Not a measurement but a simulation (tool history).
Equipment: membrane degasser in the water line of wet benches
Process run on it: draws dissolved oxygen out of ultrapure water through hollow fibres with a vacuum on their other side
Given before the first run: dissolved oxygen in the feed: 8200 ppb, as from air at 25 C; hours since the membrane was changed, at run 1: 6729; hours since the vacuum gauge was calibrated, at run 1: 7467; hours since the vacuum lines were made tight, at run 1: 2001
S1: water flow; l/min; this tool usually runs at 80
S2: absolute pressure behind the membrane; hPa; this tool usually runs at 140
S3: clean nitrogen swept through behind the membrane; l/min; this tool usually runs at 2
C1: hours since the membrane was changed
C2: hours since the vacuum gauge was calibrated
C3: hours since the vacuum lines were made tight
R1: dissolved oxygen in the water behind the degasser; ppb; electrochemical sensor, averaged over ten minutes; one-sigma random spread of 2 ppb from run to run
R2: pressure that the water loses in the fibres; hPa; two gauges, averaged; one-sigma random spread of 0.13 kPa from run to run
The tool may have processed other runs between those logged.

| run | hour | S1 | S2 | S3 | C1 | C2 | C3 | R1 | R2 |
|---|---|---|---|---|---|---|---|---|---|
| 1 | 0 | 80 | 140 | 2 | 6729 | 7467 | 2001 | 863.8 | 357.6 |
| 2 | 117 | 80 | 140 | 2 | 6846 | 7584 | 2118 | 865 | 355.4 |
| 3 | 296.1 | 80 | 140 | 2 | 7025 | 7763 | 2297 | 864.3 | 357.9 |
| 4 | 446.2 | 80 | 140 | 2 | 7175 | 7913 | 2447 | 861.3 | 356.8 |
|  | 461.4 | vacuum gauge calibrated |
| 5 | 579.3 | 80 | 140 | 2 | 7308 | 118 | 2580 | 864.5 | 355.2 |
| 6 | 721.3 | 80 | 140 | 2 | 7450 | 260 | 2722 | 866.9 | 358.8 |
| 7 | 861.3 | 80 | 140 | 2 | 7590 | 400 | 2862 | 863.6 | 358.9 |
| 8 | 949.3 | 80 | 140 | 2 | 7678 | 488 | 2950 | 866.1 | 357.4 |
| 9 | 1123 | 80 | 140 | 1.42 | 7852 | 662 | 3123 | 1083.1 | 358.4 |
| 10 | 1221.4 | 80 | 345 | 1.42 | 7950 | 760 | 3222 | 2524.8 | 357.8 |
| 11 | 1380.3 | 80 | 345 | 1.42 | 8109 | 919 | 3381 | 2511.5 | 358.2 |
| 12 | 1512.5 | 80 | 140 | 2 | 8241 | 1051 | 3513 | 864.3 | 360.2 |
| 13 | 1692.5 | 80 | 140 | 2 | 8421 | 1231 | 3693 | 862.7 | 357.5 |
| 14 | 1848 | 60 | 140 | 2 | 8577 | 1387 | 3848 | 664 | 269 |
| 15 | 1961.3 | 80 | 140 | 2 | 8690 | 1500 | 3962 | 862.3 | 359.5 |
| 16 | 2126 | 62 | 140 | 2 | 8855 | 1665 | 4126 | 685.5 | 278.2 |
| 17 | 2202.3 | 80 | 140 | 1.17 | 8931 | 1741 | 4203 | 1222.8 | 357 |
| 18 | 2344.3 | 80 | 140 | 0.99 | 9073 | 1883 | 4345 | 1350.7 | 357.9 |
| 19 | 2427.6 | 52 | 140 | 0.99 | 9156 | 1966 | 4428 | 988.9 | 232.7 |
| 20 | 2576.3 | 111 | 329 | 3.86 | 9305 | 2115 | 4577 | 1651.5 | 497.4 |
| 21 | 2686.4 | 118 | 309 | 3.42 | 9415 | 2225 | 4687 | 1793.7 | 526.3 |
| 22 | 2838.8 | 78 | 341 | 2.45 | 9568 | 2377 | 4839 | 1743 | 347.5 |
| 23 | 2998.5 | 83 | 341 | 0.84 | 9727 | 2537 | 4999 | 3380.9 | 369 |
| 24 | 3085 | 83 | 341 | 0.84 | 9814 | 2624 | 5085 | 3357.5 | 370.4 |
| 25 | 3209.8 | 83 | 341 | 0.84 | 9939 | 2748 | 5210 | 3359.4 | 370.1 |
| 26 | 3304.1 | 95 | 291 | 2 | 10033 | 2843 | 5304 | 1998.1 | 425.1 |
|  | 3390.4 | seals of the vacuum lines changed |
| 27 | 3421.4 | 95 | 291 | 2 | 10148 | 2958 | 31 | 2005.2 | 425.4 |
| 28 | 3526.2 | 71 | 291 | 2.58 | 10253 | 3063 | 136 | 1351.7 | 319.3 |
| 29 | 3635.7 | 71 | 291 | 2.58 | 10362 | 3172 | 245 | 1350.7 | 315.6 |
| 30 | 3748.4 | 91 | 195 | 2 | 10475 | 3285 | 358 | 1354.6 | 405.9 |
| 31 | 3895.5 | 96 | 243 | 0.88 | 10622 | 3432 | 505 | 2730.2 | 427.7 |

Across each entry between runs, compare the hidden state at the last listed run before it with the hidden state at the first listed run after it:
Between runs 4 and 5: vacuum gauge calibrated (hour 461.4)
  no difference in the tool's unlogged condition between these two runs
Between runs 26 and 27: seals of the vacuum lines changed (hour 3390.4)
  air that leaks in behind the membrane, l/min: 0.0021 -> 0.002
